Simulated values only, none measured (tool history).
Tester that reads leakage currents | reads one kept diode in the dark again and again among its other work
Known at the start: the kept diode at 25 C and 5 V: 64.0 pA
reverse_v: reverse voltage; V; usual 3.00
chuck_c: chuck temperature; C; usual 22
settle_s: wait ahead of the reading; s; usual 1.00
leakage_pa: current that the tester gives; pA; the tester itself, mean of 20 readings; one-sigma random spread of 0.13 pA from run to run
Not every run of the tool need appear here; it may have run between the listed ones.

run,hour,reverse_v,chuck_c,settle_s,leakage_pa
1,0.0,3.00,22,1.00,43.13
# hour 44.5: probe card cleaned and baked
2,84.0,3.00,22,1.00,41.27
3,244.4,3.00,22,1.00,40.77
4,358.3,3.00,22,1.00,40.91
# hour 433.2: tester calibrated
5,475.0,1.53,22,1.00,29.77
6,654.6,3.00,22,1.00,40.64
7,766.5,3.00,22,1.00,40.63
8,890.4,3.00,22,1.00,40.54
# hour 904.6: chuck's temperature calibrated
9,992.6,3.00,22,1.00,39.96
10,1185.5,3.00,22,1.00,39.88
# hour 1319.1: chuck's temperature calibrated, once more
11,1368.8,3.00,22,1.00,42.48
12,1451.6,3.00,22,1.00,42.46
13,1546.3,3.00,42,0.37,169.23
14,1705.1,3.00,42,0.37,168.38
15,1785.0,3.00,42,0.37,167.55
16,1900.4,3.00,42,0.37,167.89
17,1981.9,2.16,50,1.00,237.74
18,2137.3,2.16,50,1.00,235.65
19,2313.5,3.46,46,1.00,226.33

Each row is a separate what-if for the run after 19, all from the same tool condition, not one after another. Results?
A,2480.9,5.17,42,0.34,?
B,2480.9,4.40,46,0.40,?
C,2480.9,11.38,29,1.00,?
D,2480.9,3.33,23,8.13,?
E,2480.9,1.69,37,1.60,?

run,leakage_pa
A,213.49
B,253.70
C,130.80
D,45.86
E,88.48
Had the tool no hidden state, the same runs would have come out as:
run,leakage_pa
A,219.61
B,262.08
C,128.94
D,45.84
E,91.55
